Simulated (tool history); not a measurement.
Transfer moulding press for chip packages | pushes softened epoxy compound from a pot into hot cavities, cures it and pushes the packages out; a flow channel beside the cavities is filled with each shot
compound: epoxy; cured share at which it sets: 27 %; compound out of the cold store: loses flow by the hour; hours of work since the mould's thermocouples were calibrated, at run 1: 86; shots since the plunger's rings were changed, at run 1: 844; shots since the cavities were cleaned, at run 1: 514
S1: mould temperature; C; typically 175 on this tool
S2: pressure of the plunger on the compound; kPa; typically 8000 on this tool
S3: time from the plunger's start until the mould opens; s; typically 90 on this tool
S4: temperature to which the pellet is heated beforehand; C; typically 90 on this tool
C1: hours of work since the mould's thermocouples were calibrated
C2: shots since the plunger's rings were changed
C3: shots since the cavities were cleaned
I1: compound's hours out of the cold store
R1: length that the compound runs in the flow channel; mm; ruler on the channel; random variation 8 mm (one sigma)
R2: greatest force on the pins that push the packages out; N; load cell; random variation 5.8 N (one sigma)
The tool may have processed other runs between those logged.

| run | hour | S1 | S2 | S3 | S4 | C1 | C2 | C3 | I1 | R1 | R2 |
|---|---|---|---|---|---|---|---|---|---|---|---|
| 1 | 0.0 | 175 | 8000 | 90 | 90 | 86 | 844 | 514 | 19.4 | 983 | 298 |
|  | 19.5 | cavities cleaned with cleaning compound and waxed |
|  | 78.3 | cavities cleaned with cleaning compound and waxed |
| 2 | 93.8 | 175 | 8000 | 89 | 90 | 143 | 2006 | 198 | 28.8 | 901 | 264 |
|  | 137.0 | cavities cleaned with cleaning compound and waxed |
| 3 | 169.6 | 175 | 8000 | 104 | 90 | 189 | 2958 | 418 | 44.9 | 800 | 263 |
|  | 192.3 | cavities cleaned with cleaning compound and waxed |
|  | 246.2 | cavities cleaned with cleaning compound and waxed |
| 4 | 246.2 | 182 | 8000 | 90 | 90 | 235 | 3901 | 0 | 38.5 | 795 | 184 |
|  | 268.4 | plunger's sealing rings changed |
|  | 285.2 | cavities cleaned with cleaning compound and waxed, once more |
|  | 340.6 | cavities cleaned with cleaning compound and waxed |
| 5 | 344.1 | 182 | 8000 | 90 | 90 | 292 | 931 | 44 | 19.0 | 953 | 190 |
|  | 396.8 | cavities cleaned with cleaning compound and waxed |
| 6 | 427.5 | 182 | 8000 | 90 | 90 | 343 | 1980 | 393 | 39.4 | 818 | 242 |
|  | 450.1 | cavities cleaned with cleaning compound and waxed |
| 7 | 479.2 | 175 | 8000 | 90 | 90 | 374 | 2623 | 373 | 31.6 | 867 | 264 |
|  | 507.7 | cavities cleaned with cleaning compound and waxed |
| 8 | 544.7 | 175 | 8000 | 90 | 90 | 414 | 3443 | 475 | 27.1 | 899 | 278 |
|  | 562.7 | cavities cleaned with cleaning compound and waxed |
|  | 601.2 | plunger's sealing rings changed |
| 9 | 615.2 | 183 | 8000 | 84 | 95 | 455 | 179 | 640 | 21.9 | 950 | 260 |
|  | 623.0 | cavities cleaned with cleaning compound and waxed |
|  | 680.6 | cavities cleaned with cleaning compound and waxed |
| 10 | 716.1 | 183 | 8000 | 84 | 95 | 516 | 1432 | 454 | 21.6 | 923 | 264 |
|  | 734.8 | cavities cleaned with cleaning compound and waxed |
|  | 789.2 | cavities cleaned with cleaning compound and waxed |
|  | 796.2 | mould's thermocouples calibrated |
| 11 | 801.3 | 183 | 8000 | 84 | 95 | 3 | 2460 | 129 | 29.0 | 850 | 224 |
|  | 848.2 | cavities cleaned with cleaning compound and waxed |
|  | 905.0 | cavities cleaned with cleaning compound and waxed |
| 12 | 906.9 | 174 | 6460 | 82 | 95 | 67 | 3775 | 25 | 32.5 | 770 | 261 |
|  | 938.3 | plunger's sealing rings changed |
|  | 961.6 | cavities cleaned with cleaning compound and waxed |
| 13 | 981.8 | 179 | 8640 | 90 | 92 | 111 | 538 | 258 | 33.7 | 922 | 233 |

Expected results for the next run?
|  | 1019.4 | cavities cleaned with cleaning compound and waxed |
| 14 | 1037.2 | 169 | 8000 | 90 | 93 | 145 | 1228 | 227 | 14.2 | ? | ? |

Run 14 came out at R1 1057 mm, R2 406 N.
With no hidden state in the tool, this same run would have given R1 1089 mm, R2 334 N.
